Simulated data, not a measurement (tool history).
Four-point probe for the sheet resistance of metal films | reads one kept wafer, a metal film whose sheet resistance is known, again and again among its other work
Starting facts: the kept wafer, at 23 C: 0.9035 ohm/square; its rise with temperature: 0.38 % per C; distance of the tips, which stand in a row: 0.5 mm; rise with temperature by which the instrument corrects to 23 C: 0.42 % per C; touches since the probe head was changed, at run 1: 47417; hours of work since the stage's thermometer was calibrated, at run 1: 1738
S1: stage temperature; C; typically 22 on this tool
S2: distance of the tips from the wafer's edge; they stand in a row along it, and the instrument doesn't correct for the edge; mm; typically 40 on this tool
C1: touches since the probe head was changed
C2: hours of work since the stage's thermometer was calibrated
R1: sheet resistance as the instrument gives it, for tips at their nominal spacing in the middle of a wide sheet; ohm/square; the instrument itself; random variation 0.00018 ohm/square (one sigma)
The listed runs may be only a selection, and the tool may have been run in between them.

{"run": 1, "day": 0.0, "S1": 22, "S2": 40, "C1": 47417, "C2": 1738, "R1": 0.903581}
{"run": 2, "day": 1.996, "S1": 19, "S2": 40, "C1": 48762, "C2": 1775, "R1": 0.904987}
{"run": 3, "day": 3.133, "S1": 22, "S2": 18, "C1": 49529, "C2": 1797, "R1": 0.903675}
{"run": 4, "day": 4.579, "S1": 33, "S2": 40, "C1": 50501, "C2": 1823, "R1": 0.899549}
{"run": 5, "day": 6.654, "S1": 22, "S2": 40, "C1": 51899, "C2": 1862, "R1": 0.903978}
{"run": 6, "day": 7.554, "S1": 22, "S2": 27, "C1": 52506, "C2": 1879, "R1": 0.903363}
{"run": 7, "day": 9.442, "S1": 22, "S2": 27, "C1": 53777, "C2": 1914, "R1": 0.903544}
{"day": 9.558, "done": "stage's thermometer calibrated"}
{"run": 8, "day": 11.25, "S1": 22, "S2": 7, "C1": 54981, "C2": 31, "R1": 0.906406}
{"run": 9, "day": 12.354, "S1": 33, "S2": 67, "C1": 55726, "C2": 52, "R1": 0.899806}
{"run": 10, "day": 14.058, "S1": 22, "S2": 72, "C1": 56872, "C2": 84, "R1": 0.904046}
{"run": 11, "day": 15.546, "S1": 22, "S2": 72, "C1": 57874, "C2": 111, "R1": 0.903682}
{"day": 15.962, "done": "stage's thermometer calibrated, once more"}
{"run": 12, "day": 17.292, "S1": 20, "S2": 35, "C1": 59037, "C2": 25, "R1": 0.902606}
{"run": 13, "day": 18.583, "S1": 24, "S2": 50, "C1": 59907, "C2": 49, "R1": 0.900992}
{"run": 14, "day": 20.088, "S1": 24, "S2": 50, "C1": 60920, "C2": 77, "R1": 0.900548}
{"run": 15, "day": 21.121, "S1": 24, "S2": 4, "C1": 61614, "C2": 96, "R1": 0.907946}
{"run": 16, "day": 22.796, "S1": 27, "S2": 5, "C1": 62743, "C2": 127, "R1": 0.904255}

What if the next run were any one of these 3? Each begins from the tool's condition after run 16:
{"run": "A", "day": 24.2, "S1": 26, "S2": 5, "C1": 63689, "C2": 153, "R1": "?"}
{"run": "B", "day": 24.2, "S1": 34, "S2": 40, "C1": 63689, "C2": 153, "R1": "?"}
{"run": "C", "day": 24.2, "S1": 32, "S2": 10, "C1": 63689, "C2": 153, "R1": "?"}

run=A R1=0.904463
run=B R1=0.897061
run=C R1=0.898931
Had the tool no hidden state, the same runs would have come out as:
run=A R1=0.90713
run=B R1=0.899713
run=C R1=0.901587
